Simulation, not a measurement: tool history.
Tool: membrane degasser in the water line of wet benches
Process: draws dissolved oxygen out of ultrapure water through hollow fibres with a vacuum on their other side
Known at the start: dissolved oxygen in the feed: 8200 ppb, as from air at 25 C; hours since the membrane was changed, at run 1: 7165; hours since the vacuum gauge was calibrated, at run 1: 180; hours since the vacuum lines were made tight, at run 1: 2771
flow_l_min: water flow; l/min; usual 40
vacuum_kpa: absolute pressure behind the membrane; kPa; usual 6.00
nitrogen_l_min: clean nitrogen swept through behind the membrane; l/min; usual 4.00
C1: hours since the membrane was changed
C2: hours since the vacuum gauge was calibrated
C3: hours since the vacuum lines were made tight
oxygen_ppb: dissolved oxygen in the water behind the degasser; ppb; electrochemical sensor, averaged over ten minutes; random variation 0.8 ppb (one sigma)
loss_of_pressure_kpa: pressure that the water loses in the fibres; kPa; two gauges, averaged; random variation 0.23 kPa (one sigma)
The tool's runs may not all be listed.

Run 1, hour 0.0: usual settings; C1 7165; C2 180; C3 2771. Result: oxygen_ppb 74.8 ppb, loss_of_pressure_kpa 58.38 kPa.
Run 2, hour 112.5: usual settings; C1 7277; C2 293; C3 2883. Result: oxygen_ppb 73.4 ppb, loss_of_pressure_kpa 59.17 kPa.
Run 3, hour 200.4: usual settings; C1 7365; C2 381; C3 2971. Result: oxygen_ppb 74.0 ppb, loss_of_pressure_kpa 58.56 kPa.
Run 4, hour 321.4: usual settings; C1 7486; C2 501; C3 3092. Result: oxygen_ppb 73.9 ppb, loss_of_pressure_kpa 58.42 kPa.
Run 5, hour 439.7: usual settings but flow_l_min 29 l/min; C1 7605; C2 620; C3 3211. Result: oxygen_ppb 52.8 ppb, loss_of_pressure_kpa 42.24 kPa.
Run 6, hour 530.3: usual settings but flow_l_min 29 l/min; C1 7695; C2 710; C3 3301. Result: oxygen_ppb 50.9 ppb, loss_of_pressure_kpa 42.16 kPa.
Run 7, hour 694.1: usual settings but flow_l_min 29 l/min; C1 7859; C2 874; C3 3465. Result: oxygen_ppb 51.7 ppb, loss_of_pressure_kpa 42.23 kPa.
Run 8, hour 822.6: usual settings but nitrogen_l_min 2.38 l/min; C1 7988; C2 1003; C3 3593. Result: oxygen_ppb 113.7 ppb, loss_of_pressure_kpa 58.26 kPa.
Run 9, hour 920.4: usual settings but vacuum_kpa 4.19 kPa, nitrogen_l_min 2.38 l/min; C1 8085; C2 1100; C3 3691. Result: oxygen_ppb 45.5 ppb, loss_of_pressure_kpa 58.12 kPa.
Run 10, hour 1107.2: usual settings; C1 8272; C2 1287; C3 3878. Result: oxygen_ppb 74.1 ppb, loss_of_pressure_kpa 57.94 kPa.
Run 11, hour 1302.8: usual settings; C1 8468; C2 1483; C3 4074. Result: oxygen_ppb 74.8 ppb, loss_of_pressure_kpa 57.65 kPa.
Run 12, hour 1433.0: usual settings; C1 8598; C2 1613; C3 4204. Result: oxygen_ppb 74.6 ppb, loss_of_pressure_kpa 57.78 kPa.
Run 13, hour 1540.3: usual settings; C1 8705; C2 1720; C3 4311. Result: oxygen_ppb 73.5 ppb, loss_of_pressure_kpa 58.03 kPa.
Run 14, hour 1626.4: usual settings; C1 8791; C2 1806; C3 4397. Result: oxygen_ppb 73.5 ppb, loss_of_pressure_kpa 57.88 kPa.
Run 15, hour 1731.9: usual settings; C1 8897; C2 1912; C3 4503. Result: oxygen_ppb 73.9 ppb, loss_of_pressure_kpa 57.34 kPa.
Run 16, hour 1862.4: usual settings; C1 9027; C2 2042; C3 4633. Result: oxygen_ppb 74.9 ppb, loss_of_pressure_kpa 57.75 kPa.
Run 17, hour 2029.1: usual settings; C1 9194; C2 2209; C3 4800. Result: oxygen_ppb 75.6 ppb, loss_of_pressure_kpa 58.08 kPa.
Run 18, hour 2162.0: usual settings but nitrogen_l_min 3.17 l/min; C1 9327; C2 2342; C3 4933. Result: oxygen_ppb 89.2 ppb, loss_of_pressure_kpa 57.24 kPa.
Run 19, hour 2273.2: usual settings but flow_l_min 45 l/min, vacuum_kpa 6.01 kPa, nitrogen_l_min 1.85 l/min; C1 9438; C2 2453; C3 5044. Result: oxygen_ppb 158.3 ppb, loss_of_pressure_kpa 64.19 kPa.
Run 20, hour 2431.6: usual settings but flow_l_min 45 l/min, vacuum_kpa 6.01 kPa, nitrogen_l_min 1.85 l/min; C1 9597; C2 2612; C3 5202. Result: oxygen_ppb 157.9 ppb, loss_of_pressure_kpa 64.39 kPa.
Run 21, hour 2596.9: usual settings but flow_l_min 45 l/min, vacuum_kpa 8.04 kPa, nitrogen_l_min 6.02 l/min; C1 9762; C2 2777; C3 5368. Result: oxygen_ppb 97.9 ppb, loss_of_pressure_kpa 64.41 kPa.
Run 22, hour 2772.0: usual settings but flow_l_min 45 l/min, vacuum_kpa 8.04 kPa, nitrogen_l_min 6.02 l/min; C1 9937; C2 2952; C3 5543. Result: oxygen_ppb 97.1 ppb, loss_of_pressure_kpa 64.11 kPa.
Run 23, hour 2871.3: usual settings but flow_l_min 27 l/min, vacuum_kpa 8.04 kPa, nitrogen_l_min 6.02 l/min; C1 10036; C2 3051; C3 5642. Result: oxygen_ppb 56.0 ppb, loss_of_pressure_kpa 38.57 kPa.
At hour 2949.3: gauge calibrated.
Run 24, hour 2954.2: usual settings but flow_l_min 41 l/min, vacuum_kpa 6.16 kPa; C1 10119; C2 3134; C3 5725. Result: oxygen_ppb 80.5 ppb, loss_of_pressure_kpa 59.94 kPa.
Run 25, hour 3069.4: usual settings but flow_l_min 35 l/min, vacuum_kpa 4.88 kPa, nitrogen_l_min 3.29 l/min; C1 10234; C2 3249; C3 5840. Result: oxygen_ppb 48.6 ppb, loss_of_pressure_kpa 51.28 kPa.
Run 26, hour 3260.1: usual settings but flow_l_min 35 l/min, vacuum_kpa 4.88 kPa, nitrogen_l_min 3.29 l/min; C1 10425; C2 3440; C3 6031. Result: oxygen_ppb 48.2 ppb, loss_of_pressure_kpa 50.68 kPa.
Run 27, hour 3353.8: usual settings but flow_l_min 35 l/min, vacuum_kpa 4.38 kPa, nitrogen_l_min 10.34 l/min; C1 10519; C2 3534; C3 6125. Result: oxygen_ppb 15.6 ppb, loss_of_pressure_kpa 51.01 kPa.
Run 28, hour 3520.0: usual settings but nitrogen_l_min 7.26 l/min; C1 10685; C2 3700; C3 6291. Result: oxygen_ppb 45.6 ppb, loss_of_pressure_kpa 58.19 kPa.
At hour 3550.3: vacuum gauge calibrated.
Run 29, hour 3626.5: usual settings but nitrogen_l_min 7.26 l/min; C1 10791; C2 76; C3 6397. Result: oxygen_ppb 45.7 ppb, loss_of_pressure_kpa 58.06 kPa.
Run 30, hour 3724.0: usual settings but vacuum_kpa 12.77 kPa; C1 10888; C2 174; C3 6494. Result: oxygen_ppb 229.6 ppb, loss_of_pressure_kpa 57.85 kPa.
Run 31, hour 3891.7: usual settings but flow_l_min 26 l/min, vacuum_kpa 11.39 kPa, nitrogen_l_min 5.59 l/min; C1 11056; C2 341; C3 6662. Result: oxygen_ppb 94.3 ppb, loss_of_pressure_kpa 38.08 kPa.

Forecast each of these 3 alternatives for the next run:
Run A, hour 4044.3: usual settings but vacuum_kpa 9.04 kPa; C1 11209; C2 494; C3 6815. Result: oxygen_ppb ?, loss_of_pressure_kpa ?.
Run B, hour 4044.3: usual settings but vacuum_kpa 11.39 kPa, nitrogen_l_min 4.97 l/min; C1 11209; C2 494; C3 6815. Result: oxygen_ppb ?, loss_of_pressure_kpa ?.
Run C, hour 4044.3: usual settings but nitrogen_l_min 10.64 l/min; C1 11209; C2 494; C3 6815. Result: oxygen_ppb ?, loss_of_pressure_kpa ?.

run  oxygen_ppb  loss_of_pressure_kpa
  A       144.5                 57.82
  B       163.2                 58.04
  C        34.7                 57.77
Without the tool's hidden state the same runs would have given:
run  oxygen_ppb  loss_of_pressure_kpa
  A       144.4                 58.33
  B       163.1                 58.55
  C        34.6                 58.28
